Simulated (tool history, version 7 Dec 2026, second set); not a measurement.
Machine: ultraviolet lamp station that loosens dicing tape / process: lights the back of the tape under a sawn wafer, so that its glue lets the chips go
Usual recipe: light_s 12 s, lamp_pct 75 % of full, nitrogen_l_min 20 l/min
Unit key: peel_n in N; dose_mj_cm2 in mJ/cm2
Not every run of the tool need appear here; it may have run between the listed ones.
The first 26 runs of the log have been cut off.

run   hour  light_s  lamp_pct  nitrogen_l_min  peel_n  dose_mj_cm2
 27    307       15        75              10   1.432          509
 28  323.6       15        75              10   1.469          500
 29  338.4        6        89              20   2.821          232
 30  349.6       14        86              32   0.571          535
 31  363.6        6        86              32   2.448          225
 32  378.5       12        67               8   2.677          350
 33  393.6       11        92               7   2.273          439
 34  408.5       12        75              19   1.508          384
 35  421.1        8        62              24   3.014          211
 36  428.3        8        62              24   3.026          210
 37  445.1        8        62              24   2.943          212
 38    454        8        73               7   4.045          249
 39  466.2        6        73              37   3.144          184
 40    477        8        71              20   2.702          235
 41  488.8        8        94               8   3.072          310
 42  500.9        8        94               8   3.333          310

3 options for the next run, each taken on its own from the tool as it stands now. Forecast them:
  A  517.6       12        61              37       ?            ?
  B  517.6       12        60              20       ?            ?
  C  517.6       12        75              16       ?            ?

run  peel_n  dose_mj_cm2
  A   1.625          303
  B     2.2          291
  C   1.758          372
With the hidden condition removed and each run's random variation left untouched, the same runs would have given:
run  peel_n  dose_mj_cm2
  A   1.014          395
  B   1.476          380
  C   1.123          484
